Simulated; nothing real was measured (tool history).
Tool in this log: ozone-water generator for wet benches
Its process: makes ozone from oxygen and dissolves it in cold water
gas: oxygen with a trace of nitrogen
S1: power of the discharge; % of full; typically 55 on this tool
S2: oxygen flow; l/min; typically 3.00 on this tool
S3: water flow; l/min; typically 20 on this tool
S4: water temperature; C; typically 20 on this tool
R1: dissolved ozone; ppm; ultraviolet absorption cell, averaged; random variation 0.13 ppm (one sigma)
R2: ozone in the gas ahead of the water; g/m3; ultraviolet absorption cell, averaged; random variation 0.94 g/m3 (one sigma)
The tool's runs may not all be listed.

run 1 hour=0.0 | S1=55 S2=3.00 S3=20 S4=20 | R1=11.7 R2=155.3
run 2 hour=65.2 | S1=55 S2=3.00 S3=20 S4=20 | R1=11.5 R2=156.4
run 3 hour=129.5 | S1=55 S2=1.76 S3=20 S4=20 | R1=9.2 R2=181.5
run 4 hour=213.0 | S1=55 S2=1.76 S3=20 S4=20 | R1=9.3 R2=180.0
run 5 hour=323.7 | S1=55 S2=2.12 S3=20 S4=20 | R1=9.9 R2=173.0
run 6 hour=370.9 | S1=55 S2=2.12 S3=20 S4=20 | R1=9.8 R2=169.7
run 7 hour=471.3 | S1=55 S2=2.12 S3=20 S4=20 | R1=9.9 R2=173.0
-- hour=485.6 contactor cleaned
run 8 hour=564.0 | S1=55 S2=2.12 S3=20 S4=20 | R1=11.0 R2=170.1
run 9 hour=678.9 | S1=55 S2=3.00 S3=15 S4=20 | R1=15.5 R2=154.5
run 10 hour=757.5 | S1=55 S2=3.00 S3=15 S4=20 | R1=15.7 R2=153.7
run 11 hour=812.4 | S1=55 S2=3.00 S3=15 S4=20 | R1=15.4 R2=153.1
run 12 hour=892.8 | S1=55 S2=3.00 S3=15 S4=20 | R1=15.6 R2=155.0
run 13 hour=956.7 | S1=55 S2=3.00 S3=15 S4=20 | R1=15.6 R2=153.4
run 14 hour=1040.3 | S1=55 S2=3.00 S3=15 S4=20 | R1=15.8 R2=153.0
run 15 hour=1155.6 | S1=94 S2=3.00 S3=15 S4=20 | R1=24.0 R2=237.3
run 16 hour=1223.9 | S1=94 S2=3.00 S3=15 S4=20 | R1=24.1 R2=235.2
run 17 hour=1279.4 | S1=85 S2=3.00 S3=20 S4=12 | R1=18.6 R2=217.1
run 18 hour=1385.3 | S1=85 S2=3.00 S3=20 S4=12 | R1=19.0 R2=214.8
run 19 hour=1490.9 | S1=85 S2=3.00 S3=20 S4=12 | R1=18.7 R2=214.5
run 20 hour=1600.2 | S1=55 S2=2.36 S3=15 S4=27 | R1=13.0 R2=164.6
-- hour=1635.4 water thermometer calibrated
run 21 hour=1717.5 | S1=55 S2=2.36 S3=15 S4=27 | R1=13.1 R2=163.7
run 22 hour=1795.4 | S1=55 S2=2.36 S3=15 S4=25 | R1=13.4 R2=164.7
run 23 hour=1905.9 | S1=55 S2=2.36 S3=15 S4=25 | R1=13.3 R2=163.9
run 24 hour=1954.6 | S1=82 S2=2.65 S3=20 S4=20 | R1=15.9 R2=216.1
-- hour=1964.2 water thermometer calibrated, once more
run 25 hour=2044.5 | S1=82 S2=2.65 S3=20 S4=20 | R1=15.9 R2=216.5
run 26 hour=2149.1 | S1=56 S2=2.45 S3=18 S4=28 | R1=11.7 R2=163.1
run 27 hour=2252.4 | S1=56 S2=3.00 S3=31 S4=15 | R1=8.5 R2=152.2
run 28 hour=2355.3 | S1=56 S2=3.00 S3=31 S4=14 | R1=8.7 R2=154.2
run 29 hour=2426.9 | S1=51 S2=3.00 S3=20 S4=23 | R1=11.2 R2=142.9
run 30 hour=2527.8 | S1=51 S2=3.46 S3=17 S4=23 | R1=13.1 R2=136.5
run 31 hour=2581.3 | S1=80 S2=3.00 S3=19 S4=20 | R1=17.0 R2=202.7
run 32 hour=2673.6 | S1=93 S2=1.76 S3=19 S4=20 | R1=15.3 R2=268.9

How would selected steps in R1 from run to run divide? Give the signed amount a tool lacking its hidden state would still show from settings, what came in and random variation, and the signed amount left for the hidden state, including any gauge scatter that is not in both of the compared results.
The tool's hidden condition here consists of: yield of the discharge, % of new electrodes'; contactor's efficiency, % of a clean one's; true water temperature over the reading, C; drift of the gauge itself on ozone_ppm, %; drift of the gauge itself on gas_g_m3, %.
Run 7 -> 8: contactor cleaned. R1 +1.1 ppm: hidden state +1.0, all else +0.1.
Run 14 -> 15: S1 55 -> 94. R1 +8.2 ppm: hidden state -1.1, all else +9.3.
Run 16 -> 17: S1 94 -> 85, S3 15 -> 20, S4 20 -> 12. R1 -5.5 ppm: hidden state +0.4, all else -5.9.
Run 19 -> 20: S1 85 -> 55, S2 3.00 -> 2.36, S3 20 -> 15, S4 12 -> 27. R1 -5.7 ppm: hidden state +0.8, all else -6.5.
